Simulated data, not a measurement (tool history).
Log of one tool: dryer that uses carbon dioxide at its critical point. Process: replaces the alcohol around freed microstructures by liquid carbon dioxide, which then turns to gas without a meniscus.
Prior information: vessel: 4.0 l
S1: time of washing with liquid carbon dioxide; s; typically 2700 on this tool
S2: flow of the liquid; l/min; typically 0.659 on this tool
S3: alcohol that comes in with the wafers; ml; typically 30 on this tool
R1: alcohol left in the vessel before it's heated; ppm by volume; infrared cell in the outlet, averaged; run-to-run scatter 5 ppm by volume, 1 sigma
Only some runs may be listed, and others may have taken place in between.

run,day,S1,S2,S3,R1
1,0,2700,0.659,30,112
2,2.333,2700,0.659,30,132
3,4.542,2700,0.659,30,145
4,6.512,3240,0.659,30,136
5,7.762,3240,0.659,30,136
6,10.067,3240,0.659,30,145
7,11.904,3240,0.659,30,163
8,13.525,3240,0.659,30,177
9,15.012,3240,0.659,30,175
10,16.592,4140,0.93,62,183
11,18.346,1920,1.035,57,212
12,19.642,2340,0.659,30,250
13,21.25,2340,0.659,30,262
14,22.504,2340,0.659,30,261
15,24.129,2100,0.659,41,361
# day 25.008: purifier's bed changed
16,25.946,1740,0.659,25,192
17,27.942,3360,0.482,50,105
# day 28.133: inlet filter changed
18,29.371,1920,0.409,118,2030

Consider 4 possible next runs. They are alternatives, not a sequence: every one starts from the tool as it was left by run 18. What does each give?
A,30.846,2700,0.545,23,?
B,30.846,2520,0.409,53,?
C,30.846,2700,0.449,30,?
D,30.846,3180,0.621,115,?

run,R1
A,64
B,425
C,158
D,67
Stripped of hidden state, with their random variation kept, the same runs would have yielded:
run,R1
A,32
B,381
C,123
D,34

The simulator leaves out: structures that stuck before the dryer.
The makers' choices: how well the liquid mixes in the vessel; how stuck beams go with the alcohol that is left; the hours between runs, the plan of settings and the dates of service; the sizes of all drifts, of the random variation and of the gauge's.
